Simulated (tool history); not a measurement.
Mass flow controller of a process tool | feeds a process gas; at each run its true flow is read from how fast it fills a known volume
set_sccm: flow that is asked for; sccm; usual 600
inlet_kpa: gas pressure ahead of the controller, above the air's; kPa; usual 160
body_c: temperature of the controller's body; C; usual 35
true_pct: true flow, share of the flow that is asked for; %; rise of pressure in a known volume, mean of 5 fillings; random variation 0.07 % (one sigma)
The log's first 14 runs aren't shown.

run     day  set_sccm  inlet_kpa  body_c  hours of work since the controller was set to zero  hours of work since the controller was changed  true_pct
 15  36.342       338        160      35                                                1147                                            1147     99.35
 16  38.442       338        160      35                                                1169                                            1169     99.41
 17  39.883       338        160      35                                                1185                                            1185     99.29
 18  43.083       338        160      35                                                1219                                            1219     99.43
 19  44.738       782        160      31                                                1236                                            1236     99.97
 20  47.679       600        160      36                                                1268                                            1268     99.72
 21  49.375       600        160      36                                                1286                                            1286     99.71
 22  52.442       584        160      36                                                1319                                            1319     99.67
 23  54.942       600        160      37                                                1345                                            1345     99.77
 24  57.746       600        160      37                                                1375                                            1375     99.69
 25  59.988       908        160      35                                                1399                                            1399    100.26
 26  62.104       908        160      35                                                1422                                            1422    100.30
 27  64.358       787        160      35                                                1446                                            1446    100.16
 28  66.183       495        161      34                                                1465                                            1465     99.34
 29  69.129       232        207      34                                                1497                                            1497     99.80
 30  72.292       232        207      34                                                1531                                            1531     99.84
 31  75.275       232        207      34                                                1562                                            1562     99.85
 32  76.838       426        231      31                                                1579                                            1579     99.65

Forecast each of these 3 alternatives for the next run:
  A  78.792       292        231      34                                                1600                                            1600         ?
  B  78.792       426        215      31                                                1600                                            1600         ?
  C  78.792       399        231      31                                                1600                                            1600         ?

run  true_pct
  A     99.85
  B     99.63
  C     99.67
Without the tool's hidden state the same runs would have given:
run  true_pct
  A     98.96
  B     99.08
  C     99.07
